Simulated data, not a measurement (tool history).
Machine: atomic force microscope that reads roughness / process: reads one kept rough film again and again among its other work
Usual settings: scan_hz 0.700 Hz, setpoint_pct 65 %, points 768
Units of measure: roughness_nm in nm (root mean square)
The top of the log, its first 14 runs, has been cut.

run,hour,scan_hz,setpoint_pct,points,pictures with this tip,hours of work since the height scale was calibrated,roughness_nm
15,180.0,0.700,65,768,213,499,1.894
16,194.1,0.700,65,768,226,507,1.882
17,203.4,0.700,65,768,235,512,1.888
18,216.1,0.700,75,768,248,519,1.848
19,234.2,0.700,75,768,265,529,1.829
20,250.6,0.700,75,768,281,538,1.836
21,262.3,0.700,65,510,292,545,1.868
22,274.4,0.700,65,510,304,552,1.867
23,284.6,0.700,65,510,314,557,1.875
24,296.4,0.700,65,439,325,564,1.854
25,305.5,2.797,65,277,334,569,1.685
26,324.3,1.634,57,372,352,579,1.835
27,333.9,1.634,57,372,362,584,1.831
# hour 337.0: new tip fitted
28,350.3,0.649,60,1014,13,593,1.905
29,358.8,0.649,71,1014,21,598,1.871
30,370.0,1.324,57,1014,32,604,1.876
31,385.5,1.324,57,1014,47,613,1.872
32,403.9,3.882,71,365,65,623,1.548
33,415.5,0.725,89,791,76,629,1.757
34,428.0,0.700,60,1009,88,636,1.912
35,446.5,0.700,60,1009,106,646,1.911
36,456.5,2.462,55,768,116,652,1.848
37,472.1,0.711,64,653,131,660,1.911
38,481.7,1.493,71,387,140,666,1.761

Run 39 is up next; what results do you expect?
39,490.7,2.767,59,733,149,671,?

For run 39 the tool returned roughness_nm 1.813 nm (root mean square).
Were there no unlogged condition in the tool, this run, its random variation unchanged, would have produced roughness_nm 1.816 nm (root mean square).
